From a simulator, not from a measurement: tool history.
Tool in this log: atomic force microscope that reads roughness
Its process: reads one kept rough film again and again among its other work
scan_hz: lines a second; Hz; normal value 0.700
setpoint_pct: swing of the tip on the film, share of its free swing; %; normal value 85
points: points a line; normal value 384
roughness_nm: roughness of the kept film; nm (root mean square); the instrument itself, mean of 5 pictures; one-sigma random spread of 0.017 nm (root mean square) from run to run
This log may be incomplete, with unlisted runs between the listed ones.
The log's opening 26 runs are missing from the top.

run   hour  scan_hz  setpoint_pct  points  pictures with this tip  hours of work since the height scale was calibrated  roughness_nm
     560.3  -- new tip fitted
 27  573.5    0.700            55     340                      11                                                  983         4.251
 28  597.4    0.700            58     533                      31                                                  996         4.230
 29  616.0    2.211            76    1020                      47                                                 1005         3.800
 30  634.0    0.776            76     814                      62                                                 1015         4.030
 31  656.4    0.776            76     814                      81                                                 1026         4.003
 32  677.0    0.776            76     814                      98                                                 1037         3.967
 33  704.3    0.700            74     662                     121                                                 1051         3.976
 34  735.1    0.700            72     405                     147                                                 1067         3.909
 35  760.0    0.700            72     405                     168                                                 1080         3.847
 36  778.6    3.068            68     384                     184                                                 1089         3.569
 37  802.7    0.533            75     513                     204                                                 1102         3.800
 38  830.0    0.533            75     513                     227                                                 1116         3.773
     840.1  -- new tip fitted
 39  853.2    3.573            63     887                      11                                                 1128         3.977
 40  867.5    0.543            63     627                      23                                                 1135         4.276
 41  884.5    0.958            63     964                      37                                                 1144         4.199
 42  907.3    0.617            73     964                      57                                                 1156         4.125
 43  938.7    0.700            67     454                      83                                                 1172         4.108
 44  959.7    2.899            68     384                     101                                                 1183         3.760
 45  977.9    0.700            62     384                     116                                                 1192         4.026

Forecast run 46:
 46  1001.4    0.700            62     480                     136                                                 1204             ?

roughness_nm: 4.021 nm (root mean square)
Minus the tool's unlogged condition, the same run would have read roughness_nm 4.308 nm (root mean square).

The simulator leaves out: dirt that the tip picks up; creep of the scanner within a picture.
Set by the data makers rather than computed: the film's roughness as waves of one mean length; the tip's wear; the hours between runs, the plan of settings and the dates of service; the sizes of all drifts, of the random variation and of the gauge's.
